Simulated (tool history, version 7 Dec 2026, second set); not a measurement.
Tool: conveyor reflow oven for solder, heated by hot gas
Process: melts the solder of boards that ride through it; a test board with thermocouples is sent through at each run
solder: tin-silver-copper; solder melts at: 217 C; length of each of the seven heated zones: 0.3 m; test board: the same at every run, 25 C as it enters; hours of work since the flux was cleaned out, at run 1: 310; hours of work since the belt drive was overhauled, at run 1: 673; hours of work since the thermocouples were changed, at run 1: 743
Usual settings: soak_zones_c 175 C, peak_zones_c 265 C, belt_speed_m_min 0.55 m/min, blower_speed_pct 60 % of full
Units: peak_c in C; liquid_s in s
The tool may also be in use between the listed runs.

| run | day | soak_zones_c | peak_zones_c | belt_speed_m_min | blower_speed_pct | hours of work since the flux was cleaned out | hours of work since the belt drive was overhauled | hours of work since the thermocouples were changed | peak_c | liquid_s |
|---|---|---|---|---|---|---|---|---|---|---|
| 1 | 0 | 175 | 265 | 0.55 | 60 | 310 | 673 | 743 | 253.2 | 50.9 |
| 2 | 0.446 | 175 | 265 | 0.55 | 60 | 318 | 680 | 751 | 253.1 | 51.2 |
| 3 | 1.342 | 175 | 265 | 0.55 | 60 | 333 | 695 | 766 | 253.2 | 51 |
|  | 1.504 | thermocouples of zones 6 and 7 changed |
| 4 | 2.233 | 175 | 265 | 0.629 | 60 | 347 | 709 | 12 | 246.4 | 39.7 |
| 5 | 3.154 | 175 | 265 | 0.629 | 60 | 362 | 725 | 28 | 246.6 | 39.6 |
| 6 | 3.692 | 175 | 265 | 0.65 | 60 | 371 | 734 | 37 | 245 | 37 |
| 7 | 4.504 | 175 | 265 | 0.65 | 60 | 385 | 747 | 51 | 245.1 | 36.8 |
|  | 4.821 | flux residue cleaned out of gas plates and filters |
| 8 | 5.596 | 175 | 265 | 0.65 | 60 | 13 | 762 | 66 | 247.7 | 39.3 |
| 9 | 6.446 | 175 | 265 | 0.65 | 60 | 28 | 777 | 80 | 247.4 | 39 |
| 10 | 6.929 | 175 | 265 | 0.614 | 60 | 36 | 785 | 88 | 249 | 42.6 |
| 11 | 7.812 | 166 | 265 | 0.55 | 60 | 51 | 800 | 103 | 251.3 | 47.4 |
| 12 | 8.729 | 175 | 265 | 0.55 | 60 | 66 | 815 | 119 | 252.5 | 50.8 |
| 13 | 9.312 | 175 | 266 | 0.55 | 60 | 76 | 825 | 129 | 253.1 | 51.3 |
| 14 | 10.038 | 175 | 265 | 0.55 | 60 | 88 | 838 | 141 | 252.2 | 51.3 |
| 15 | 10.9 | 175 | 265 | 0.55 | 60 | 103 | 852 | 156 | 252.4 | 50.6 |
| 16 | 11.621 | 178 | 275 | 0.454 | 60 | 115 | 864 | 168 | 266.8 | 72.5 |
| 17 | 12.362 | 178 | 275 | 0.454 | 60 | 128 | 877 | 180 | 266.6 | 72.5 |
| 18 | 12.917 | 178 | 275 | 0.569 | 61 | 137 | 886 | 190 | 261.2 | 54.2 |
| 19 | 13.904 | 164 | 256 | 0.441 | 60 | 154 | 903 | 206 | 248.2 | 58.5 |
| 20 | 14.496 | 164 | 256 | 0.441 | 86 | 164 | 913 | 216 | 250.8 | 62 |
| 21 | 15.408 | 164 | 271 | 0.441 | 86 | 179 | 929 | 232 | 265.3 | 70.9 |
| 22 | 16.421 | 174 | 265 | 0.55 | 60 | 196 | 946 | 249 | 252.3 | 49.9 |
| 23 | 17.171 | 174 | 265 | 0.55 | 60 | 209 | 958 | 262 | 252.5 | 50.2 |
| 24 | 18.008 | 175 | 265 | 0.472 | 62 | 223 | 973 | 276 | 256.5 | 63.4 |
| 25 | 18.8 | 175 | 278 | 0.55 | 68 | 237 | 986 | 289 | 265.4 | 57.3 |
| 26 | 19.75 | 175 | 278 | 0.55 | 68 | 253 | 1002 | 305 | 265 | 57.7 |
| 27 | 20.5 | 175 | 278 | 0.55 | 68 | 266 | 1015 | 318 | 265.2 | 58 |
| 28 | 21.288 | 175 | 278 | 0.55 | 68 | 279 | 1028 | 332 | 265.4 | 57.3 |
| 29 | 22.129 | 175 | 265 | 0.484 | 53 | 293 | 1042 | 346 | 254.6 | 60.2 |
| 30 | 22.571 | 173 | 279 | 0.458 | 53 | 301 | 1050 | 353 | 268.7 | 70.3 |

5 ways to go on from here, each from the tool as it stands after run 30. What would each give?
| A | 23.112 | 173 | 279 | 0.458 | 90 | 310 | 1059 | 362 | ? | ? |
| B | 23.112 | 167 | 276 | 0.55 | 75 | 310 | 1059 | 362 | ? | ? |
| C | 23.112 | 179 | 279 | 0.566 | 53 | 310 | 1059 | 362 | ? | ? |
| D | 23.112 | 166 | 279 | 0.459 | 53 | 310 | 1059 | 362 | ? | ? |
| E | 23.112 | 165 | 255 | 0.515 | 53 | 310 | 1059 | 362 | ? | ? |

| run | peak_c | liquid_s |
|---|---|---|
| A | 273.3 | 72.9 |
| B | 263.3 | 54.2 |
| C | 263.1 | 56 |
| D | 268.1 | 67.5 |
| E | 242.3 | 43.6 |
Without the tool's hidden state the same runs would have given:
| run | peak_c | liquid_s |
|---|---|---|
| A | 272.9 | 71.4 |
| B | 263.4 | 53.3 |
| C | 262.9 | 54.8 |
| D | 267.7 | 66 |
| E | 242 | 42.8 |
